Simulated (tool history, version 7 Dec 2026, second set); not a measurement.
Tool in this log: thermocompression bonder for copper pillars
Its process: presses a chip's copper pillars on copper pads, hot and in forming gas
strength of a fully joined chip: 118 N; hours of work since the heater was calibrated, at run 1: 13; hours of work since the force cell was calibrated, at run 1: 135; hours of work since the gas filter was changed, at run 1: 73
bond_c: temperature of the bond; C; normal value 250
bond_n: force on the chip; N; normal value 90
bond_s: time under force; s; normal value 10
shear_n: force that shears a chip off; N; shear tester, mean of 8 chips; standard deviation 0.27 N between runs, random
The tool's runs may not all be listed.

| run | hour | bond_c | bond_n | bond_s | hours of work since the heater was calibrated | hours of work since the force cell was calibrated | hours of work since the gas filter was changed | shear_n |
|---|---|---|---|---|---|---|---|---|
| 1 | 0 | 250 | 90 | 10 | 13 | 135 | 73 | 64.2 |
| 2 | 6.5 | 250 | 90 | 8 | 16 | 138 | 76 | 59.7 |
| 3 | 11.8 | 250 | 90 | 10 | 19 | 140 | 78 | 64.4 |
| 4 | 19.9 | 250 | 90 | 18 | 22 | 144 | 82 | 76.6 |
| 5 | 25.1 | 250 | 90 | 18 | 25 | 146 | 84 | 76.1 |
| 6 | 29.6 | 250 | 90 | 18 | 27 | 148 | 86 | 76.1 |
| 7 | 36.1 | 250 | 90 | 18 | 30 | 151 | 89 | 75.6 |
| 8 | 42.3 | 250 | 90 | 18 | 32 | 154 | 92 | 75.9 |
| 9 | 45.9 | 250 | 90 | 18 | 34 | 156 | 94 | 75.3 |
| 10 | 51.7 | 250 | 90 | 18 | 37 | 158 | 96 | 75.4 |
| 11 | 55.3 | 250 | 90 | 10 | 38 | 160 | 98 | 64 |
| 12 | 61.6 | 250 | 90 | 10 | 41 | 163 | 101 | 63.1 |
| 13 | 65.8 | 250 | 90 | 7 | 43 | 165 | 103 | 56.3 |
| 14 | 72.6 | 250 | 90 | 10 | 46 | 168 | 106 | 63.7 |
| 15 | 81.2 | 250 | 90 | 10 | 50 | 172 | 110 | 63.3 |
| 16 | 89.1 | 263 | 90 | 10 | 54 | 175 | 113 | 75.1 |
| 17 | 95.4 | 250 | 90 | 12 | 57 | 178 | 116 | 66.2 |
| 18 | 102.4 | 250 | 90 | 12 | 60 | 181 | 119 | 66.2 |
| 19 | 108.3 | 250 | 90 | 19 | 62 | 184 | 122 | 75.6 |
| 20 | 116.1 | 250 | 90 | 19 | 66 | 188 | 125 | 74.9 |
|  | 121.8 | forming gas filter changed |
| 21 | 123.7 | 261 | 90 | 7 | 69 | 191 | 1 | 71.7 |
| 22 | 128.3 | 250 | 90 | 23 | 71 | 193 | 3 | 85.8 |
| 23 | 135.6 | 224 | 88 | 17 | 75 | 196 | 6 | 51.4 |
| 24 | 144.6 | 249 | 119 | 10 | 79 | 200 | 10 | 76.7 |
| 25 | 152 | 249 | 119 | 10 | 82 | 204 | 14 | 76.5 |
| 26 | 159.3 | 249 | 119 | 20 | 85 | 207 | 17 | 90.7 |
| 27 | 163.6 | 249 | 119 | 20 | 87 | 209 | 19 | 90.7 |
| 28 | 170.7 | 249 | 119 | 20 | 91 | 212 | 22 | 90.6 |
| 29 | 177.6 | 247 | 72 | 20 | 94 | 215 | 25 | 71.4 |
| 30 | 185.6 | 250 | 84 | 9 | 97 | 219 | 29 | 63 |
| 31 | 191.7 | 228 | 106 | 6 | 100 | 222 | 32 | 41.5 |
| 32 | 195.7 | 250 | 61 | 10 | 102 | 223 | 34 | 54.4 |
| 33 | 200.2 | 250 | 61 | 10 | 104 | 226 | 36 | 54.2 |
| 34 | 207.5 | 267 | 74 | 10 | 107 | 229 | 39 | 76.3 |
| 35 | 213.8 | 228 | 83 | 18 | 110 | 232 | 42 | 53.9 |
| 36 | 221.4 | 242 | 65 | 29 | 113 | 235 | 45 | 70.4 |
| 37 | 226.8 | 228 | 80 | 8 | 116 | 238 | 48 | 38.8 |
| 38 | 233.6 | 228 | 80 | 8 | 119 | 241 | 51 | 38.5 |
| 39 | 241.2 | 239 | 63 | 10 | 122 | 244 | 54 | 45.5 |
| 40 | 246.9 | 239 | 63 | 9 | 125 | 247 | 57 | 43.4 |

Here are 3 independent what-if runs from the current tool condition. What would each one return?
| A | 255.3 | 250 | 85 | 9 | 129 | 251 | 61 | ? |
| B | 255.3 | 250 | 90 | 11 | 129 | 251 | 61 | ? |
| C | 255.3 | 260 | 90 | 24 | 129 | 251 | 61 | ? |

| run | shear_n |
|---|---|
| A | 62.1 |
| B | 68.3 |
| C | 92 |
With the hidden condition removed and each run's random variation left untouched, the same runs would have given:
| run | shear_n |
|---|---|
| A | 64 |
| B | 70.5 |
| C | 95.4 |
